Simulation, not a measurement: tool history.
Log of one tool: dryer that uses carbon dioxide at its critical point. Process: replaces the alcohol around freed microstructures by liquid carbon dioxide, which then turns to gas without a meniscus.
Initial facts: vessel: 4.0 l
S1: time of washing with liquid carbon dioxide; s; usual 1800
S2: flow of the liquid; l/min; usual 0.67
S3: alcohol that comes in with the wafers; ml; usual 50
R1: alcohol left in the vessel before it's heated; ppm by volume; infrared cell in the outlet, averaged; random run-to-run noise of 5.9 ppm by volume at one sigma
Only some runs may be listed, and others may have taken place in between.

run   hour    S1     S2   S3    R1
  1      0  1800   0.67   50   234
  2    8.1  1800   0.67   91   411
  3   14.2  1800  0.844   50    93
  4   22.8  1680  0.844   50   126
  5   30.7  1680  0.844   50   123
  6   36.3  1800   0.94   50    58
  7   40.8  1800   0.94   50    64
  8   45.7  1800   0.94   50    55
  9   50.1  1800   0.94   50    55
 10   56.8  1800   0.94   50    58
 11   61.4  1800   0.67   50   245
 12   66.7  1800   0.67   21   103
 13   72.7  1800   0.67   21   108
 14   78.1  1800   0.67   21   104
 15   86.5  1800   0.67   21   106
 16   92.5  1800   0.67   50   237
 17   99.3  1800   0.67   50   246
 18  103.7  1800   0.67   50   242
 19  112.8  1800   0.67   50   238
 20  121.3  1800   0.67   50   254
 21  126.2  1800   0.67   50   242
 22  134.4  1800   0.67   21   127
 23  141.3  1800   0.67   24   128
 24  145.6  1800   0.67   24   132
 25  153.4  2160  0.587   50   212
 26  160.8  2160  0.587   50   206
 27  170.4  2160  0.587   50   198
 28  178.3  2160  0.587   50   194
 29    183  1740  0.964   26    45
 30  189.7  1740  0.964   26    42
 31    194  1740  0.915   26    54
 32  198.7  1740  0.915   26    56
 33  206.1  2100  0.921   30    30
 34  212.3  1860  0.921   51    64
 35  218.6  1860  0.785   51   119
 36  226.5  1680  0.803   51   172
 37  232.3  1800  1.067   51    38
 38    239  1800  1.067   51    55
 39  242.9  1800  1.067   51    51
 40  248.7  2400  0.487   51   280
 41  252.9  1080   1.11   99   534
 42  257.5  2040  0.756   38    81
 43  262.9  1620  0.628   32   299
 44  267.8  1620  0.851   27    91
 45  275.3  1080  0.693  113  2399
 46  282.5  1140  0.556   55  1679
 47  289.6  1140  0.556   55  1685

Here are 3 independent what-if runs from the current tool condition. What would each one return?
  A   295  1800   0.67  24   ?
  B   295  1800  0.512  80   ?
  C   295  1320  0.491  51   ?

run    R1
  A   141
  B   951
  C  1487
With no hidden state in the tool, these same runs would have given:
run    R1
  A   110
  B   841
  C  1365
